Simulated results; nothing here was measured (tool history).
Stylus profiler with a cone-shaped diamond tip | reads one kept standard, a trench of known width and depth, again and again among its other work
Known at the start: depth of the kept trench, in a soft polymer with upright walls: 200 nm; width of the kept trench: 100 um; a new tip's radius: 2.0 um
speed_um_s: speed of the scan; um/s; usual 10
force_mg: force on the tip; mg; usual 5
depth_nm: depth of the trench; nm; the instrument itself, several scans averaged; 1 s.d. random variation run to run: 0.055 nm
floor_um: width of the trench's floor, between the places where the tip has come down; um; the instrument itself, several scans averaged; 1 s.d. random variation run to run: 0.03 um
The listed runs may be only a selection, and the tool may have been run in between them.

run   hour  speed_um_s  force_mg  depth_nm  floor_um
  1      0          10         5    203.72     97.89
  2   34.6          10         5    203.59     97.87
  3   65.4          10         5    203.56     97.83
  4  106.9          10         5    203.76     97.89
  5  147.7          10         5    203.69     97.81
  6  167.2          10         5    203.65     97.87
  7  208.2          10      5.37    203.76     97.83
  8  243.9           7      6.97    204.74     97.84
  9  271.2           5      1.92    201.72     97.87
 10    312          13     12.98     207.2     97.87
 11  350.2          13     12.98    207.22     97.83

Predict each of these 4 candidate next runs independently; none follows another, all start after run 11:
  A  389.4           3      6.01         ?         ?
  B  389.4           8      9.33         ?         ?
  C  389.4           9      4.33         ?         ?
  D  389.4          13      8.47         ?         ?

run  depth_nm  floor_um
  A    204.08     97.86
  B    205.63     97.79
  C    203.23     97.75
  D    205.29     97.82
The same runs, with their run-to-run variation unchanged, on a tool lacking any hidden condition would have given:
run  depth_nm  floor_um
  A    204.45     98.28
  B       206     98.21
  C     203.6     98.17
  D    205.67     98.24
